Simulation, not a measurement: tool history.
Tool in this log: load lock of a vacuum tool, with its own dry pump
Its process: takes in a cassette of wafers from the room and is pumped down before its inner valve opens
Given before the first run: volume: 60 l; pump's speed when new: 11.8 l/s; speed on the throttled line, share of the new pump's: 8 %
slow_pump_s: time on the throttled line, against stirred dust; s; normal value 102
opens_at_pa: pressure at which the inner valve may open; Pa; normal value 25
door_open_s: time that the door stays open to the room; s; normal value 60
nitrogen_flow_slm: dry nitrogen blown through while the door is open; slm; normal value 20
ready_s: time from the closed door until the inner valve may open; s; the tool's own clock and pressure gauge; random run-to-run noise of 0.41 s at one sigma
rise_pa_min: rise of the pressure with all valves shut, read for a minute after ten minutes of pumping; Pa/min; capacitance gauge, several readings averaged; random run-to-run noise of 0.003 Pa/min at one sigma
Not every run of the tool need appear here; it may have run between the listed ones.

run,hour,slow_pump_s,opens_at_pa,door_open_s,nitrogen_flow_slm,"incoming humidity of the room's air, %",ready_s,rise_pa_min
1,0,102,25,60,20,44.9,136.3,0.117
2,309.3,123,25,60,20,47,155.2,0.125
3,601,102,27,60,20,44.3,135.9,0.131
4,925.9,123,25,60,20,42.6,156.1,0.13
5,1407.5,102,25,60,20,41.5,136.4,0.151
6,1817.4,102,25,60,17,44.9,137.5,0.156
7,2098.2,102,25,60,10,46.3,137.2,0.164
8,2502.4,102,25,60,10,44.9,138.2,0.169
9,2823.1,102,25,60,10,46.1,138.1,0.175
10,3261.3,102,19,60,20,43.7,140,0.187
11,3504.4,102,19,60,20,44.6,139.8,0.194
12,3892.8,102,25,60,9,46,138.7,0.206
# hour 4256.8: door's seal changed, seat wiped
13,4327.7,102,25,60,20,45.4,138.5,0.02
14,4766.2,102,25,60,20,46.8,138.9,0.022
15,5033.6,102,25,60,20,44.3,139,0.022
16,5292.9,102,25,60,20,46.5,139.1,0.019
17,5552.7,102,25,60,20,46.6,138.6,0.027
18,5861.5,102,25,60,20,46.4,139.9,0.032
19,6096.4,102,25,60,20,50.7,139.9,0.031
20,6495.6,102,25,60,20,43.1,140,0.032
21,6853,102,24,173,17,45.9,140.1,0.048
22,7333.4,130,21,65,34,46.4,166.3,0.035
23,7891.9,130,42,65,18,45.1,163.7,0.049
24,8253.6,130,42,65,18,44.7,162.7,0.049
25,8534.6,102,43,60,20,46.9,137,0.046
26,9003.8,66,29,119,6,46.4,108.5,0.072
27,9349.8,66,29,119,5,47,108.6,0.08
28,9726.9,66,29,119,5,49,108.6,0.087
29,10078.8,66,29,119,9,43.4,108.9,0.08
30,10548,144,25,120,29,45.8,181.2,0.083
31,11068,82,25,91,20,43,125,0.092
32,11370,68,25,151,20,46.4,112.8,0.1
33,11767.6,102,25,60,7,40.1,144.1,0.095
34,12289.4,102,21,60,10,43.7,145.2,0.1
35,12656.5,56,23,60,21,44.4,104,0.105
36,13024.2,56,23,60,21,44.9,104.1,0.118
37,13588.5,140,46,170,4,43.5,174.4,0.159
38,14100.1,181,30,26,45,43.6,214.1,0.12

Below, each run's measurement less what the same run would have read without the hidden state. Both values contain the same run-to-run variation, but the gauge's scatter may not be the same in both:
Hidden conditions of the tool in this case: pump's speed, % of a new pump's; leak at the door's seal, Pa l/s; drift of the gauge itself on ready_s, %; drift of the gauge itself on rise_pa_min, %.
run,ready_s,rise_pa_min
1,+0.4,+0.099
2,+0.5,+0.106
3,+0.6,+0.114
4,+0.8,+0.116
5,+1.1,+0.128
6,+1.3,+0.134
7,+1.4,+0.139
8,+1.7,+0.151
9,+1.9,+0.156
10,+2.2,+0.166
11,+2.3,+0.172
12,+2.5,+0.179
13,+2.7,-0.001
14,+3,+0.002
15,+3.2,+0.003
16,+3.3,+0.005
17,+3.5,+0.006
18,+3.7,+0.008
19,+3.8,+0.009
20,+4.1,+0.013
21,+4.2,+0.016
22,+4.4,+0.02
23,+4.2,+0.026
24,+4.4,+0.029
25,+4.9,+0.032
26,+6.1,+0.037
27,+6.4,+0.041
28,+6.7,+0.046
29,+7,+0.051
30,+6.1,+0.056
31,+7.5,+0.063
32,+8.1,+0.07
33,+7.7,+0.075
34,+8.4,+0.082
35,+9.5,+0.088
36,+9.8,+0.097
37,+7.4,+0.107
38,+7.3,+0.115

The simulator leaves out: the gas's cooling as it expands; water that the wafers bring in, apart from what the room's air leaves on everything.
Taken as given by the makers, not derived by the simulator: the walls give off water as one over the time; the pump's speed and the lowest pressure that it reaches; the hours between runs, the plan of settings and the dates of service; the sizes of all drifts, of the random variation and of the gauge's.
